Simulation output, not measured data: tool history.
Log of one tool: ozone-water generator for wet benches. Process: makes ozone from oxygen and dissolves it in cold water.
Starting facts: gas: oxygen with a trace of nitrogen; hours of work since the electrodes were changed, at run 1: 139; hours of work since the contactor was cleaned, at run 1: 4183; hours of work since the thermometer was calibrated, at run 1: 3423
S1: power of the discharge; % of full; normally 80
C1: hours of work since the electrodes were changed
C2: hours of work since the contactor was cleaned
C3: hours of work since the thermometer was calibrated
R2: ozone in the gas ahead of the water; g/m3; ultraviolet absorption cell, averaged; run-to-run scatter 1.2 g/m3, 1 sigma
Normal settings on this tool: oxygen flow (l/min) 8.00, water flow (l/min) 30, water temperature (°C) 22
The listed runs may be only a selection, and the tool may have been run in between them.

{"run": 1, "day": 0.0, "S1": 80, "oxygen flow (l/min)": 8.0, "water flow (l/min)": 30, "water temperature (°C)": 22, "C1": 139, "C2": 4183, "C3": 3423, "dissolved ozone (ppm)": 15.1, "R2": 218.5}
{"run": 2, "day": 1.242, "S1": 80, "oxygen flow (l/min)": 8.0, "water flow (l/min)": 30, "water temperature (°C)": 22, "C1": 163, "C2": 4206, "C3": 3447, "dissolved ozone (ppm)": 15.3, "R2": 218.8}
{"run": 3, "day": 2.467, "S1": 80, "oxygen flow (l/min)": 8.0, "water flow (l/min)": 30, "water temperature (°C)": 22, "C1": 186, "C2": 4230, "C3": 3470, "dissolved ozone (ppm)": 15.5, "R2": 216.5}
{"run": 4, "day": 3.571, "S1": 80, "oxygen flow (l/min)": 8.0, "water flow (l/min)": 30, "water temperature (°C)": 22, "C1": 208, "C2": 4251, "C3": 3491, "dissolved ozone (ppm)": 15.3, "R2": 217.4}
{"run": 5, "day": 4.5, "S1": 80, "oxygen flow (l/min)": 8.0, "water flow (l/min)": 30, "water temperature (°C)": 22, "C1": 225, "C2": 4269, "C3": 3509, "dissolved ozone (ppm)": 15.2, "R2": 220.8}
{"run": 6, "day": 5.329, "S1": 80, "oxygen flow (l/min)": 8.0, "water flow (l/min)": 30, "water temperature (°C)": 22, "C1": 241, "C2": 4285, "C3": 3525, "dissolved ozone (ppm)": 15.6, "R2": 218.1}
{"run": 7, "day": 6.617, "S1": 80, "oxygen flow (l/min)": 8.0, "water flow (l/min)": 30, "water temperature (°C)": 22, "C1": 266, "C2": 4309, "C3": 3550, "dissolved ozone (ppm)": 15.1, "R2": 220.0}
{"run": 8, "day": 7.554, "S1": 80, "oxygen flow (l/min)": 8.0, "water flow (l/min)": 30, "water temperature (°C)": 22, "C1": 284, "C2": 4327, "C3": 3568, "dissolved ozone (ppm)": 15.3, "R2": 217.5}
{"run": 9, "day": 8.783, "S1": 50, "oxygen flow (l/min)": 8.0, "water flow (l/min)": 30, "water temperature (°C)": 22, "C1": 307, "C2": 4351, "C3": 3591, "dissolved ozone (ppm)": 11.9, "R2": 167.6}
{"run": 10, "day": 9.738, "S1": 50, "oxygen flow (l/min)": 8.0, "water flow (l/min)": 30, "water temperature (°C)": 22, "C1": 326, "C2": 4369, "C3": 3609, "dissolved ozone (ppm)": 11.8, "R2": 167.5}
{"run": 11, "day": 10.538, "S1": 80, "oxygen flow (l/min)": 8.0, "water flow (l/min)": 30, "water temperature (°C)": 22, "C1": 341, "C2": 4384, "C3": 3625, "dissolved ozone (ppm)": 15.1, "R2": 216.8}
{"run": 12, "day": 11.333, "S1": 80, "oxygen flow (l/min)": 5.31, "water flow (l/min)": 30, "water temperature (°C)": 22, "C1": 356, "C2": 4400, "C3": 3640, "dissolved ozone (ppm)": 14.7, "R2": 268.6}
{"run": 13, "day": 12.708, "S1": 80, "oxygen flow (l/min)": 5.31, "water flow (l/min)": 30, "water temperature (°C)": 24, "C1": 383, "C2": 4426, "C3": 3666, "dissolved ozone (ppm)": 14.3, "R2": 266.2}
{"run": 14, "day": 13.338, "S1": 80, "oxygen flow (l/min)": 8.0, "water flow (l/min)": 30, "water temperature (°C)": 22, "C1": 395, "C2": 4438, "C3": 3678, "dissolved ozone (ppm)": 15.1, "R2": 214.4}
{"run": 15, "day": 14.325, "S1": 80, "oxygen flow (l/min)": 8.0, "water flow (l/min)": 30, "water temperature (°C)": 22, "C1": 414, "C2": 4457, "C3": 3697, "dissolved ozone (ppm)": 15.2, "R2": 217.5}
{"run": 16, "day": 14.912, "S1": 80, "oxygen flow (l/min)": 8.0, "water flow (l/min)": 30, "water temperature (°C)": 22, "C1": 425, "C2": 4468, "C3": 3708, "dissolved ozone (ppm)": 15.4, "R2": 214.9}
{"day": 15.188, "done": "contactor cleaned"}
{"run": 17, "day": 16.479, "S1": 61, "oxygen flow (l/min)": 8.0, "water flow (l/min)": 30, "water temperature (°C)": 22, "C1": 452, "C2": 25, "C3": 3735, "dissolved ozone (ppm)": 12.7, "R2": 187.7}
{"run": 18, "day": 17.492, "S1": 46, "oxygen flow (l/min)": 8.81, "water flow (l/min)": 31, "water temperature (°C)": 15, "C1": 471, "C2": 44, "C3": 3755, "dissolved ozone (ppm)": 11.7, "R2": 153.2}
{"run": 19, "day": 18.6, "S1": 80, "oxygen flow (l/min)": 8.0, "water flow (l/min)": 43, "water temperature (°C)": 25, "C1": 492, "C2": 65, "C3": 3776, "dissolved ozone (ppm)": 9.8, "R2": 217.3}
{"run": 20, "day": 19.904, "S1": 63, "oxygen flow (l/min)": 9.62, "water flow (l/min)": 21, "water temperature (°C)": 19, "C1": 517, "C2": 90, "C3": 3801, "dissolved ozone (ppm)": 18.0, "R2": 172.4}
{"day": 20.192, "done": "contactor cleaned, once more"}
{"run": 21, "day": 21.108, "S1": 63, "oxygen flow (l/min)": 9.62, "water flow (l/min)": 21, "water temperature (°C)": 19, "C1": 537, "C2": 18, "C3": 3821, "dissolved ozone (ppm)": 20.2, "R2": 174.3}
{"run": 22, "day": 21.846, "S1": 63, "oxygen flow (l/min)": 9.62, "water flow (l/min)": 21, "water temperature (°C)": 19, "C1": 551, "C2": 32, "C3": 3835, "dissolved ozone (ppm)": 19.4, "R2": 172.6}
{"run": 23, "day": 22.842, "S1": 63, "oxygen flow (l/min)": 7.17, "water flow (l/min)": 27, "water temperature (°C)": 23, "C1": 570, "C2": 51, "C3": 3854, "dissolved ozone (ppm)": 15.4, "R2": 201.3}
{"run": 24, "day": 23.512, "S1": 63, "oxygen flow (l/min)": 7.17, "water flow (l/min)": 27, "water temperature (°C)": 23, "C1": 583, "C2": 64, "C3": 3867, "dissolved ozone (ppm)": 15.6, "R2": 201.8}
{"run": 25, "day": 24.704, "S1": 55, "oxygen flow (l/min)": 8.0, "water flow (l/min)": 22, "water temperature (°C)": 22, "C1": 606, "C2": 86, "C3": 3890, "dissolved ozone (ppm)": 17.0, "R2": 176.1}
{"run": 26, "day": 25.871, "S1": 81, "oxygen flow (l/min)": 4.22, "water flow (l/min)": 35, "water temperature (°C)": 17, "C1": 628, "C2": 109, "C3": 3912, "dissolved ozone (ppm)": 13.8, "R2": 299.5}
{"run": 27, "day": 26.446, "S1": 80, "oxygen flow (l/min)": 10.96, "water flow (l/min)": 27, "water temperature (°C)": 22, "C1": 639, "C2": 120, "C3": 3923, "dissolved ozone (ppm)": 17.3, "R2": 183.7}
{"run": 28, "day": 27.438, "S1": 43, "oxygen flow (l/min)": 4.38, "water flow (l/min)": 34, "water temperature (°C)": 14, "C1": 658, "C2": 139, "C3": 3942, "dissolved ozone (ppm)": 10.5, "R2": 211.4}
{"run": 29, "day": 28.342, "S1": 91, "oxygen flow (l/min)": 13.38, "water flow (l/min)": 30, "water temperature (°C)": 19, "C1": 676, "C2": 156, "C3": 3959, "dissolved ozone (ppm)": 17.8, "R2": 177.8}
{"run": 30, "day": 29.229, "S1": 80, "oxygen flow (l/min)": 5.77, "water flow (l/min)": 37, "water temperature (°C)": 22, "C1": 693, "C2": 173, "C3": 3976, "dissolved ozone (ppm)": 12.9, "R2": 253.9}
{"run": 31, "day": 30.35, "S1": 80, "oxygen flow (l/min)": 8.73, "water flow (l/min)": 37, "water temperature (°C)": 16, "C1": 714, "C2": 195, "C3": 3998, "dissolved ozone (ppm)": 14.4, "R2": 207.1}
{"run": 32, "day": 30.954, "S1": 80, "oxygen flow (l/min)": 8.73, "water flow (l/min)": 37, "water temperature (°C)": 16, "C1": 726, "C2": 206, "C3": 4009, "dissolved ozone (ppm)": 14.8, "R2": 206.9}
{"run": 33, "day": 31.992, "S1": 80, "oxygen flow (l/min)": 10.08, "water flow (l/min)": 37, "water temperature (°C)": 20, "C1": 745, "C2": 226, "C3": 4029, "dissolved ozone (ppm)": 14.0, "R2": 193.4}

Consider 3 possible next runs. They are alternatives, not a sequence: every one starts from the tool as it was left by run 33. What does each give?
{"run": "A", "day": 33.142, "S1": 80, "oxygen flow (l/min)": 10.08, "water flow (l/min)": 34, "water temperature (°C)": 23, "C1": 767, "C2": 248, "C3": 4051, "dissolved ozone (ppm)": "?", "R2": "?"}
{"run": "B", "day": 33.142, "S1": 80, "oxygen flow (l/min)": 6.53, "water flow (l/min)": 37, "water temperature (°C)": 20, "C1": 767, "C2": 248, "C3": 4051, "dissolved ozone (ppm)": "?", "R2": "?"}
{"run": "C", "day": 33.142, "S1": 87, "oxygen flow (l/min)": 11.79, "water flow (l/min)": 37, "water temperature (°C)": 21, "C1": 767, "C2": 248, "C3": 4051, "dissolved ozone (ppm)": "?", "R2": "?"}

run=A dissolved_ozone_(ppm)=14.2 R2=191.1
run=B dissolved_ozone_(ppm)=13.4 R2=237.7
run=C dissolved_ozone_(ppm)=14.3 R2=184.2
Take away the tool's hidden state, keep each run's random variation, and the runs would have read:
run=A dissolved_ozone_(ppm)=14.6 R2=194.6
run=B dissolved_ozone_(ppm)=13.8 R2=242.1
run=C dissolved_ozone_(ppm)=14.8 R2=187.8
